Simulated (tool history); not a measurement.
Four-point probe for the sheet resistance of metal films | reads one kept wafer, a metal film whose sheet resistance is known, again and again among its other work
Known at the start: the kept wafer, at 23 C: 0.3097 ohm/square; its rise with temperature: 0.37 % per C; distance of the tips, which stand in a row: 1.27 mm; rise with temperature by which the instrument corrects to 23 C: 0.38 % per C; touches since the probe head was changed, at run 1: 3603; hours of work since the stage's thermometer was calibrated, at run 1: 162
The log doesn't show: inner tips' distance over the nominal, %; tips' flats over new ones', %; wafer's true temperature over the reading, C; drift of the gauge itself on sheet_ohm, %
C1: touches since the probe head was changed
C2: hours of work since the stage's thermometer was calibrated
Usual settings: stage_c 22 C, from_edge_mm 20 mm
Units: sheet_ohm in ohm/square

Run 1, day 0.000: usual settings; C1 3603; C2 162. Result: sheet_ohm 0.309187 ohm/square.
Run 2, day 0.417: usual settings but stage_c 26 C; C1 3880; C2 169. Result: sheet_ohm 0.309269 ohm/square.
Run 3, day 0.850: usual settings but stage_c 26 C; C1 4170; C2 176. Result: sheet_ohm 0.309122 ohm/square.
Run 4, day 1.538: usual settings but from_edge_mm 8 mm; C1 4630; C2 188. Result: sheet_ohm 0.312703 ohm/square.
Run 5, day 1.896: usual settings but from_edge_mm 8 mm; C1 4868; C2 194. Result: sheet_ohm 0.312725 ohm/square.
Run 6, day 2.458: usual settings but from_edge_mm 8 mm; C1 5244; C2 203. Result: sheet_ohm 0.312605 ohm/square.
Run 7, day 2.938: usual settings but from_edge_mm 8 mm; C1 5563; C2 211. Result: sheet_ohm 0.312627 ohm/square.
Run 8, day 3.438: usual settings but stage_c 25 C; C1 5897; C2 219. Result: sheet_ohm 0.309224 ohm/square.
Run 9, day 3.725: usual settings but from_edge_mm 10 mm; C1 6089; C2 224. Result: sheet_ohm 0.311308 ohm/square.
Run 10, day 4.267: usual settings but stage_c 33 C, from_edge_mm 9 mm; C1 6451; C2 232. Result: sheet_ohm 0.311686 ohm/square.
Run 11, day 4.958: usual settings but stage_c 33 C, from_edge_mm 9 mm; C1 6914; C2 244. Result: sheet_ohm 0.311658 ohm/square.
Run 12, day 5.429: usual settings but stage_c 31 C, from_edge_mm 12 mm; C1 7226; C2 251. Result: sheet_ohm 0.310355 ohm/square.
Run 13, day 5.804: usual settings but stage_c 31 C, from_edge_mm 7 mm; C1 7478; C2 258. Result: sheet_ohm 0.313874 ohm/square.

Run 14 comes next. What will it give?
Run 14, day 6.233: usual settings but stage_c 30 C, from_edge_mm 8 mm; C1 7765; C2 265. Result: sheet_ohm ?.

Run 14 gave sheet_ohm 0.312561 ohm/square.
Without the tool's hidden state the same run would have given sheet_ohm 0.313715 ohm/square.
